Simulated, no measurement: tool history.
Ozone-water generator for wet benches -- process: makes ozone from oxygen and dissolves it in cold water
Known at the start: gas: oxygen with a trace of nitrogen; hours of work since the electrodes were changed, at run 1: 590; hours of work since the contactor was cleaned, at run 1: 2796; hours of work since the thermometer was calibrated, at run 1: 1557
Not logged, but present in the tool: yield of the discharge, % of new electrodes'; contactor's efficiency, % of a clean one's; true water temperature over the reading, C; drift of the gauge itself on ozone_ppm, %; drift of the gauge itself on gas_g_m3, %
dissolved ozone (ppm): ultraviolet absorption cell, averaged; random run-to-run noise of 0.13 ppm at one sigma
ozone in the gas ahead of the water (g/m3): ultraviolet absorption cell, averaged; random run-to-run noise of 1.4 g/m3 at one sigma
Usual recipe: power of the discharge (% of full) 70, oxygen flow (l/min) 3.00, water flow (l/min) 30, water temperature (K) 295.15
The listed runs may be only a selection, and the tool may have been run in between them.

run	hour	power of the discharge (% of full)	oxygen flow (l/min)	water flow (l/min)	water temperature (K)	hours of work since the electrodes were changed	hours of work since the contactor was cleaned	hours of work since the thermometer was calibrated	dissolved ozone (ppm)	ozone in the gas ahead of the water (g/m3)
1	0.0	70	3.00	30	295.15	590	2796	1557	13.3	259.0
2	32.9	70	3.00	30	295.15	610	2816	1578	13.5	257.9
3	84.4	70	3.55	30	295.15	642	2848	1609	14.0	236.8
4	113.7	70	3.55	30	295.15	660	2866	1627	13.6	235.1
5	153.7	70	3.00	30	292.15	684	2890	1652	13.9	258.9
6	202.4	69	3.00	30	292.15	714	2920	1682	13.4	255.0
7	242.7	69	3.00	30	292.15	739	2945	1707	13.4	253.1
8	298.0	69	3.00	30	292.15	773	2979	1741	13.7	251.9
9	332.7	69	3.00	30	292.15	794	3000	1762	13.6	249.4
10	386.2	69	3.00	30	292.15	827	3033	1795	13.4	254.1
11	429.8	69	3.00	30	292.15	854	3060	1822	13.3	253.7
# hour 433.3: water thermometer calibrated
12	488.5	97	3.00	40	292.15	890	3096	34	11.8	304.6
13	552.9	70	3.94	26	299.15	929	3135	73	15.2	219.9
14	617.8	70	1.56	30	295.15	969	3175	113	11.0	355.8
15	649.1	70	1.56	30	295.15	989	3195	133	11.2	355.4
16	688.4	58	2.19	30	294.15	1013	3219	157	11.1	268.5
17	740.5	58	2.19	30	294.15	1045	3251	189	10.9	269.4
# hour 786.7: water thermometer calibrated, once more
18	804.0	58	2.19	30	294.15	1084	3290	11	10.7	266.9
19	839.3	42	5.33	25	300.15	1105	3311	32	11.4	136.6
20	891.7	42	5.33	26	293.15	1137	3343	65	12.4	137.3
21	942.6	93	3.00	40	295.15	1169	3375	96	11.1	294.8

Measured less the same run without the tool's hidden state. The same run-to-run variation is in both; the gauge's scatter may not be:
run	dissolved ozone (ppm)	ozone in the gas ahead of the water (g/m3)
1	-1.4	-8.6
2	-1.5	-8.9
3	-1.5	-8.5
4	-1.6	-8.7
5	-1.6	-9.9
6	-1.6	-10.0
7	-1.6	-10.2
8	-1.7	-10.6
9	-1.7	-10.8
10	-1.7	-11.4
11	-1.7	-11.8
12	-1.8	-17.7
13	-2.0	-11.1
14	-1.5	-18.7
15	-1.5	-19.1
16	-1.5	-13.0
17	-1.5	-13.5
18	-1.5	-13.8
19	-1.4	-5.7
20	-1.5	-5.8
21	-2.0	-21.9
